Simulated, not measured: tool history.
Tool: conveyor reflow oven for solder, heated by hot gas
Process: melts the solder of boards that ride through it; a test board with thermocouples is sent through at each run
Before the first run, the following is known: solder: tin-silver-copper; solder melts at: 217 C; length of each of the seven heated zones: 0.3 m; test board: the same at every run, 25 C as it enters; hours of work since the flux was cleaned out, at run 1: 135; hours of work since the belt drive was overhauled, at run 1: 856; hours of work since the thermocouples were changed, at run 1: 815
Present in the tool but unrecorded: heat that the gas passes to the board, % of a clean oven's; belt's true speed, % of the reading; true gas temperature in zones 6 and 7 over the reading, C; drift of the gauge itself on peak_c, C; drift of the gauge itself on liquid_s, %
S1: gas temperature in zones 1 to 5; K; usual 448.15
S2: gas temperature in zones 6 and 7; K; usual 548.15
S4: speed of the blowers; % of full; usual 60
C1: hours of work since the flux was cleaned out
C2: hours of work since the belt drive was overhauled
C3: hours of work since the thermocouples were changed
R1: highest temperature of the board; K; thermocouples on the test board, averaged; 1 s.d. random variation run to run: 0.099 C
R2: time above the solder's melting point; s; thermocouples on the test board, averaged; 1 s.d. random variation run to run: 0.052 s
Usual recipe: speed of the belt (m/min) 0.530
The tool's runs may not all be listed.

run 1 day=0.000 | S1=448.15 S2=548.15 speed_of_the_belt_(m/min)=0.530 S4=60 | C1=135 C2=856 C3=815 | R1=529.55 R2=53.47
run 2 day=1.458 | S1=448.15 S2=548.15 speed_of_the_belt_(m/min)=0.530 S4=60 | C1=152 C2=873 C3=831 | R1=529.44 R2=53.52
run 3 day=3.188 | S1=448.15 S2=548.15 speed_of_the_belt_(m/min)=0.530 S4=83 | C1=171 C2=892 C3=851 | R1=534.51 R2=57.06
run 4 day=5.779 | S1=448.15 S2=548.15 speed_of_the_belt_(m/min)=0.530 S4=76 | C1=200 C2=921 C3=880 | R1=533.11 R2=56.22
run 5 day=7.146 | S1=448.15 S2=548.15 speed_of_the_belt_(m/min)=0.530 S4=76 | C1=215 C2=936 C3=895 | R1=533.09 R2=56.10
run 6 day=9.583 | S1=448.15 S2=541.15 speed_of_the_belt_(m/min)=0.530 S4=60 | C1=243 C2=964 C3=922 | R1=523.08 R2=49.59
-- day=10.517 belt drive overhauled, speed set with a stopwatch
run 7 day=11.158 | S1=448.15 S2=548.15 speed_of_the_belt_(m/min)=0.591 S4=60 | C1=258 C2=7 C3=938 | R1=524.57 R2=43.99
run 8 day=12.929 | S1=448.15 S2=548.15 speed_of_the_belt_(m/min)=0.591 S4=60 | C1=278 C2=27 C3=958 | R1=524.63 R2=43.95
run 9 day=15.429 | S1=448.15 S2=548.15 speed_of_the_belt_(m/min)=0.591 S4=60 | C1=306 C2=55 C3=986 | R1=524.75 R2=43.93
-- day=17.192 thermocouples of zones 6 and 7 changed
run 10 day=17.817 | S1=448.15 S2=541.15 speed_of_the_belt_(m/min)=0.530 S4=60 | C1=332 C2=81 C3=7 | R1=523.41 R2=49.05
run 11 day=19.171 | S1=448.15 S2=541.15 speed_of_the_belt_(m/min)=0.530 S4=60 | C1=347 C2=96 C3=22 | R1=523.20 R2=49.04
run 12 day=21.721 | S1=448.15 S2=548.15 speed_of_the_belt_(m/min)=0.530 S4=60 | C1=376 C2=125 C3=51 | R1=529.12 R2=52.58
run 13 day=24.100 | S1=463.15 S2=548.15 speed_of_the_belt_(m/min)=0.530 S4=60 | C1=403 C2=151 C3=77 | R1=532.12 R2=59.50
-- day=24.900 flux residue cleaned out of gas plates and filters
run 14 day=25.538 | S1=448.15 S2=548.15 speed_of_the_belt_(m/min)=0.530 S4=60 | C1=7 C2=165 C3=91 | R1=528.40 R2=51.89
run 15 day=26.908 | S1=448.15 S2=548.15 speed_of_the_belt_(m/min)=0.430 S4=60 | C1=22 C2=180 C3=107 | R1=534.90 R2=70.02
run 16 day=29.238 | S1=448.15 S2=548.15 speed_of_the_belt_(m/min)=0.430 S4=60 | C1=49 C2=207 C3=133 | R1=534.75 R2=69.90
run 17 day=30.825 | S1=442.15 S2=547.15 speed_of_the_belt_(m/min)=0.588 S4=71 | C1=66 C2=224 C3=150 | R1=524.72 R2=43.01
-- day=33.208 flux residue cleaned out of gas plates and filters, once more
run 18 day=33.633 | S1=442.15 S2=547.15 speed_of_the_belt_(m/min)=0.588 S4=71 | C1=5 C2=253 C3=180 | R1=527.35 R2=44.97
run 19 day=35.512 | S1=441.15 S2=541.15 speed_of_the_belt_(m/min)=0.454 S4=71 | C1=26 C2=275 C3=201 | R1=529.97 R2=61.66
run 20 day=36.971 | S1=449.15 S2=554.15 speed_of_the_belt_(m/min)=0.530 S4=87 | C1=42 C2=291 C3=217 | R1=541.40 R2=59.75
run 21 day=38.900 | S1=462.15 S2=554.15 speed_of_the_belt_(m/min)=0.530 S4=55 | C1=64 C2=312 C3=239 | R1=536.08 R2=61.25
run 22 day=40.088 | S1=453.15 S2=548.15 speed_of_the_belt_(m/min)=0.530 S4=68 | C1=77 C2=326 C3=252 | R1=532.70 R2=56.83
run 23 day=42.362 | S1=453.15 S2=548.15 speed_of_the_belt_(m/min)=0.530 S4=68 | C1=103 C2=351 C3=277 | R1=532.49 R2=56.69
run 24 day=44.596 | S1=453.15 S2=548.15 speed_of_the_belt_(m/min)=0.530 S4=68 | C1=128 C2=376 C3=302 | R1=532.39 R2=56.67
run 25 day=47.246 | S1=453.15 S2=548.15 speed_of_the_belt_(m/min)=0.530 S4=68 | C1=157 C2=406 C3=332 | R1=532.25 R2=56.62
run 26 day=49.342 | S1=453.15 S2=548.15 speed_of_the_belt_(m/min)=0.530 S4=68 | C1=181 C2=430 C3=356 | R1=532.16 R2=56.53
run 27 day=50.733 | S1=453.15 S2=548.15 speed_of_the_belt_(m/min)=0.530 S4=68 | C1=196 C2=445 C3=371 | R1=532.16 R2=56.64
run 28 day=52.258 | S1=453.15 S2=548.15 speed_of_the_belt_(m/min)=0.530 S4=68 | C1=213 C2=462 C3=388 | R1=532.36 R2=56.58
run 29 day=54.592 | S1=448.15 S2=542.15 speed_of_the_belt_(m/min)=0.530 S4=52 | C1=240 C2=488 C3=414 | R1=521.45 R2=47.50
run 30 day=57.108 | S1=448.15 S2=548.15 speed_of_the_belt_(m/min)=0.457 S4=64 | C1=268 C2=517 C3=443 | R1=534.75 R2=65.78

Below, some changes in R1 between adjacent runs. For each, the amount present without the hidden state too (settings, incoming material, random variation) and the amount remaining for the hidden state with gauge scatter not shared by both compared results:
Run 9 -> 10: S2 548.15 -> 541.15, speed of the belt (m/min) 0.591 -> 0.530, thermocouples of zones 6 and 7 changed. R1 -1.34 K: hidden state +1.01, all else -2.35.
Run 16 -> 17: S1 448.15 -> 442.15, S2 548.15 -> 547.15, speed of the belt (m/min) 0.430 -> 0.588, S4 60 -> 71. R1 -10.03 K: hidden state -1.18, all else -8.85.
Run 17 -> 18: flux residue cleaned out of gas plates and filters, once more. R1 +2.63 K: hidden state +2.58, all else +0.05.
Run 19 -> 20: S1 441.15 -> 449.15, S2 541.15 -> 554.15, speed of the belt (m/min) 0.454 -> 0.530, S4 71 -> 87. R1 +11.43 K: hidden state -0.16, all else +11.59.
Run 28 -> 29: S1 453.15 -> 448.15, S2 548.15 -> 542.15, S4 68 -> 52. R1 -10.91 K: hidden state -0.02, all else -10.89.
Run 29 -> 30: S2 542.15 -> 548.15, speed of the belt (m/min) 0.530 -> 0.457, S4 52 -> 64. R1 +13.30 K: hidden state -0.05, all else +13.35.
